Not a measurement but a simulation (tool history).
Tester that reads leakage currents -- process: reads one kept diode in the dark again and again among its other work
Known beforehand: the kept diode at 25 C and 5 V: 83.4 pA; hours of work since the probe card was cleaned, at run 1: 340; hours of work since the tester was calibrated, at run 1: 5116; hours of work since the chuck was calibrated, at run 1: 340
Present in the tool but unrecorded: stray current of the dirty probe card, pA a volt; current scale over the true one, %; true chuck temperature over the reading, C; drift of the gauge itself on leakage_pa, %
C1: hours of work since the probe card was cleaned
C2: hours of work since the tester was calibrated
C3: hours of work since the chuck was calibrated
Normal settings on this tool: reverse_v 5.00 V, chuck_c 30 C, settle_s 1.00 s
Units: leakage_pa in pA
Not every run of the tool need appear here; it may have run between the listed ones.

{"run": 1, "day": 0.0, "reverse_v": 5.0, "chuck_c": 30, "settle_s": 1.0, "C1": 340, "C2": 5116, "C3": 340, "leakage_pa": 120.32}
{"run": 2, "day": 8.996, "reverse_v": 5.0, "chuck_c": 30, "settle_s": 1.0, "C1": 508, "C2": 5284, "C3": 508, "leakage_pa": 121.06}
{"run": 3, "day": 14.712, "reverse_v": 5.0, "chuck_c": 30, "settle_s": 1.0, "C1": 615, "C2": 5391, "C3": 615, "leakage_pa": 120.59}
{"run": 4, "day": 23.012, "reverse_v": 5.0, "chuck_c": 30, "settle_s": 1.0, "C1": 770, "C2": 5546, "C3": 770, "leakage_pa": 120.08}
{"run": 5, "day": 27.55, "reverse_v": 5.0, "chuck_c": 30, "settle_s": 1.0, "C1": 855, "C2": 5631, "C3": 855, "leakage_pa": 120.22}
{"run": 6, "day": 34.617, "reverse_v": 5.0, "chuck_c": 30, "settle_s": 1.0, "C1": 987, "C2": 5763, "C3": 987, "leakage_pa": 120.85}
{"day": 40.208, "done": "tester calibrated"}
{"run": 7, "day": 42.038, "reverse_v": 5.0, "chuck_c": 30, "settle_s": 1.0, "C1": 1124, "C2": 34, "C3": 1124, "leakage_pa": 120.39}
{"run": 8, "day": 49.608, "reverse_v": 1.8, "chuck_c": 30, "settle_s": 1.0, "C1": 1265, "C2": 176, "C3": 1265, "leakage_pa": 83.43}
{"run": 9, "day": 55.858, "reverse_v": 1.8, "chuck_c": 30, "settle_s": 1.0, "C1": 1382, "C2": 292, "C3": 1382, "leakage_pa": 83.18}
{"day": 56.971, "done": "probe card cleaned and baked"}
{"day": 58.333, "done": "chuck's temperature calibrated"}
{"run": 10, "day": 63.725, "reverse_v": 1.8, "chuck_c": 30, "settle_s": 1.0, "C1": 125, "C2": 436, "C3": 101, "leakage_pa": 83.07}
{"run": 11, "day": 70.083, "reverse_v": 1.8, "chuck_c": 30, "settle_s": 1.0, "C1": 243, "C2": 554, "C3": 220, "leakage_pa": 82.87}
{"run": 12, "day": 74.275, "reverse_v": 5.0, "chuck_c": 30, "settle_s": 3.66, "C1": 322, "C2": 633, "C3": 298, "leakage_pa": 120.38}
{"run": 13, "day": 80.258, "reverse_v": 5.0, "chuck_c": 30, "settle_s": 1.0, "C1": 434, "C2": 745, "C3": 410, "leakage_pa": 119.88}
{"run": 14, "day": 88.175, "reverse_v": 5.0, "chuck_c": 31, "settle_s": 1.0, "C1": 582, "C2": 893, "C3": 558, "leakage_pa": 129.0}
{"run": 15, "day": 92.375, "reverse_v": 5.0, "chuck_c": 31, "settle_s": 1.0, "C1": 660, "C2": 971, "C3": 636, "leakage_pa": 129.32}
{"run": 16, "day": 96.854, "reverse_v": 5.0, "chuck_c": 31, "settle_s": 1.0, "C1": 744, "C2": 1055, "C3": 720, "leakage_pa": 129.93}
{"run": 17, "day": 101.4, "reverse_v": 5.0, "chuck_c": 54, "settle_s": 1.0, "C1": 829, "C2": 1140, "C3": 805, "leakage_pa": 584.78}
{"run": 18, "day": 108.146, "reverse_v": 5.0, "chuck_c": 30, "settle_s": 1.0, "C1": 955, "C2": 1266, "C3": 931, "leakage_pa": 120.62}
{"run": 19, "day": 116.817, "reverse_v": 1.16, "chuck_c": 22, "settle_s": 3.26, "C1": 1117, "C2": 1428, "C3": 1093, "leakage_pa": 39.4}
{"run": 20, "day": 125.588, "reverse_v": 1.16, "chuck_c": 32, "settle_s": 3.26, "C1": 1281, "C2": 1592, "C3": 1257, "leakage_pa": 81.93}
{"day": 132.592, "done": "probe card cleaned and baked"}
{"day": 134.538, "done": "chuck's temperature calibrated"}
{"run": 21, "day": 134.692, "reverse_v": 5.0, "chuck_c": 40, "settle_s": 3.32, "C1": 38, "C2": 1758, "C3": 3, "leakage_pa": 240.15}
{"run": 22, "day": 141.029, "reverse_v": 3.84, "chuck_c": 35, "settle_s": 4.3, "C1": 156, "C2": 1876, "C3": 121, "leakage_pa": 155.74}
{"run": 23, "day": 147.029, "reverse_v": 3.84, "chuck_c": 35, "settle_s": 4.3, "C1": 268, "C2": 1989, "C3": 233, "leakage_pa": 154.47}
{"run": 24, "day": 151.971, "reverse_v": 3.84, "chuck_c": 35, "settle_s": 4.3, "C1": 361, "C2": 2081, "C3": 326, "leakage_pa": 155.2}
{"run": 25, "day": 160.683, "reverse_v": 3.84, "chuck_c": 35, "settle_s": 0.57, "C1": 523, "C2": 2244, "C3": 489, "leakage_pa": 155.56}
{"run": 26, "day": 167.792, "reverse_v": 3.84, "chuck_c": 35, "settle_s": 0.57, "C1": 656, "C2": 2377, "C3": 621, "leakage_pa": 154.77}
{"run": 27, "day": 172.792, "reverse_v": 5.74, "chuck_c": 34, "settle_s": 0.57, "C1": 750, "C2": 2470, "C3": 715, "leakage_pa": 169.03}
{"run": 28, "day": 177.608, "reverse_v": 7.12, "chuck_c": 32, "settle_s": 1.0, "C1": 840, "C2": 2560, "C3": 805, "leakage_pa": 157.39}
{"run": 29, "day": 184.375, "reverse_v": 5.13, "chuck_c": 30, "settle_s": 1.0, "C1": 966, "C2": 2686, "C3": 931, "leakage_pa": 121.45}
{"run": 30, "day": 190.571, "reverse_v": 5.13, "chuck_c": 30, "settle_s": 1.0, "C1": 1082, "C2": 2802, "C3": 1047, "leakage_pa": 121.67}
{"run": 31, "day": 198.567, "reverse_v": 1.72, "chuck_c": 54, "settle_s": 1.67, "C1": 1231, "C2": 2952, "C3": 1197, "leakage_pa": 397.28}
{"run": 32, "day": 202.317, "reverse_v": 1.72, "chuck_c": 54, "settle_s": 1.67, "C1": 1302, "C2": 3022, "C3": 1267, "leakage_pa": 400.57}
{"day": 208.058, "done": "probe card cleaned and baked"}
{"run": 33, "day": 209.183, "reverse_v": 2.2, "chuck_c": 23, "settle_s": 0.43, "C1": 21, "C2": 3148, "C3": 1393, "leakage_pa": 54.12}
{"day": 211.175, "done": "chuck's temperature calibrated"}
{"run": 34, "day": 217.296, "reverse_v": 1.16, "chuck_c": 41, "settle_s": 1.47, "C1": 171, "C2": 3298, "C3": 114, "leakage_pa": 151.2}
{"run": 35, "day": 224.775, "reverse_v": 1.16, "chuck_c": 41, "settle_s": 1.47, "C1": 311, "C2": 3438, "C3": 254, "leakage_pa": 151.13}
{"run": 36, "day": 228.554, "reverse_v": 4.42, "chuck_c": 23, "settle_s": 1.0, "C1": 381, "C2": 3508, "C3": 325, "leakage_pa": 68.79}

Each row is a separate what-if for the run after 36, all from the same tool condition, not one after another. Results?
{"run": "A", "day": 235.808, "reverse_v": 4.42, "chuck_c": 23, "settle_s": 6.56, "C1": 517, "C2": 3644, "C3": 460, "leakage_pa": "?"}
{"run": "B", "day": 235.808, "reverse_v": 11.42, "chuck_c": 35, "settle_s": 1.0, "C1": 517, "C2": 3644, "C3": 460, "leakage_pa": "?"}
{"run": "C", "day": 235.808, "reverse_v": 6.44, "chuck_c": 25, "settle_s": 0.88, "C1": 517, "C2": 3644, "C3": 460, "leakage_pa": "?"}
{"run": "D", "day": 235.808, "reverse_v": 2.11, "chuck_c": 30, "settle_s": 1.0, "C1": 517, "C2": 3644, "C3": 460, "leakage_pa": "?"}
{"run": "E", "day": 235.808, "reverse_v": 4.47, "chuck_c": 20, "settle_s": 1.49, "C1": 517, "C2": 3644, "C3": 460, "leakage_pa": "?"}

run=A leakage_pa=69.05
run=B leakage_pa=231.02
run=C leakage_pa=92.55
run=D leakage_pa=87.74
run=E leakage_pa=55.33
With no hidden state in the tool, these same runs would have given:
run=A leakage_pa=69.02
run=B leakage_pa=230.93
run=C leakage_pa=92.51
run=D leakage_pa=87.72
run=E leakage_pa=55.30
